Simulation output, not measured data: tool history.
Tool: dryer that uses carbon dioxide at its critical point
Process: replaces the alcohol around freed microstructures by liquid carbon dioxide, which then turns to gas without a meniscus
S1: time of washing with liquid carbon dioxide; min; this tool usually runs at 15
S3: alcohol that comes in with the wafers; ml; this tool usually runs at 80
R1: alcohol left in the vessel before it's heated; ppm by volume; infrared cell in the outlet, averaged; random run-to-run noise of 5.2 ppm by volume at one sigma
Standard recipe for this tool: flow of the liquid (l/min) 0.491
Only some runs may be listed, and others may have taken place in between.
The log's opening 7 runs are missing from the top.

run 8 hour=64.8 | S1=15 flow_of_the_liquid_(l/min)=0.491 S3=80 | R1=149
run 9 hour=73.4 | S1=15 flow_of_the_liquid_(l/min)=0.491 S3=80 | R1=157
run 10 hour=81.9 | S1=15 flow_of_the_liquid_(l/min)=0.491 S3=80 | R1=161
run 11 hour=88.4 | S1=15 flow_of_the_liquid_(l/min)=0.491 S3=80 | R1=162
run 12 hour=100.3 | S1=15 flow_of_the_liquid_(l/min)=0.491 S3=80 | R1=167
-- hour=109.6 inlet filter changed
run 13 hour=114.5 | S1=15 flow_of_the_liquid_(l/min)=0.491 S3=35 | R1=88
run 14 hour=126.0 | S1=15 flow_of_the_liquid_(l/min)=0.491 S3=80 | R1=129
run 15 hour=140.0 | S1=15 flow_of_the_liquid_(l/min)=0.491 S3=80 | R1=136
run 16 hour=146.0 | S1=9 flow_of_the_liquid_(l/min)=0.491 S3=80 | R1=1382
run 17 hour=154.7 | S1=9 flow_of_the_liquid_(l/min)=0.491 S3=80 | R1=1420
run 18 hour=167.3 | S1=20 flow_of_the_liquid_(l/min)=0.323 S3=37 | R1=149
run 19 hour=173.9 | S1=20 flow_of_the_liquid_(l/min)=0.418 S3=37 | R1=69
run 20 hour=187.5 | S1=20 flow_of_the_liquid_(l/min)=0.418 S3=33 | R1=70
run 21 hour=199.8 | S1=18 flow_of_the_liquid_(l/min)=0.562 S3=26 | R1=68
run 22 hour=211.8 | S1=18 flow_of_the_liquid_(l/min)=0.562 S3=26 | R1=65
run 23 hour=219.2 | S1=13 flow_of_the_liquid_(l/min)=0.491 S3=35 | R1=164
run 24 hour=225.4 | S1=13 flow_of_the_liquid_(l/min)=0.491 S3=35 | R1=173
run 25 hour=237.4 | S1=13 flow_of_the_liquid_(l/min)=0.491 S3=35 | R1=158
run 26 hour=246.5 | S1=15 flow_of_the_liquid_(l/min)=0.513 S3=80 | R1=148
run 27 hour=253.2 | S1=9 flow_of_the_liquid_(l/min)=0.491 S3=73 | R1=1288
run 28 hour=259.9 | S1=15 flow_of_the_liquid_(l/min)=0.400 S3=24 | R1=175
run 29 hour=270.0 | S1=15 flow_of_the_liquid_(l/min)=0.304 S3=80 | R1=1305
run 30 hour=278.7 | S1=15 flow_of_the_liquid_(l/min)=0.651 S3=75 | R1=82

4 ways to go on from here, each from the tool as it stands after run 30. What would each give?
run A hour=292.0 | S1=24 flow_of_the_liquid_(l/min)=0.811 S3=75 | R1=?
run B hour=292.0 | S1=21 flow_of_the_liquid_(l/min)=0.343 S3=77 | R1=?
run C hour=292.0 | S1=15 flow_of_the_liquid_(l/min)=0.321 S3=75 | R1=?
run D hour=292.0 | S1=15 flow_of_the_liquid_(l/min)=0.491 S3=26 | R1=?

run=A R1=87
run=B R1=179
run=C R1=954
run=D R1=106
Take away the tool's hidden state, keep each run's random variation, and the runs would have read:
run=A R1=12
run=B R1=94
run=C R1=817
run=D R1=28

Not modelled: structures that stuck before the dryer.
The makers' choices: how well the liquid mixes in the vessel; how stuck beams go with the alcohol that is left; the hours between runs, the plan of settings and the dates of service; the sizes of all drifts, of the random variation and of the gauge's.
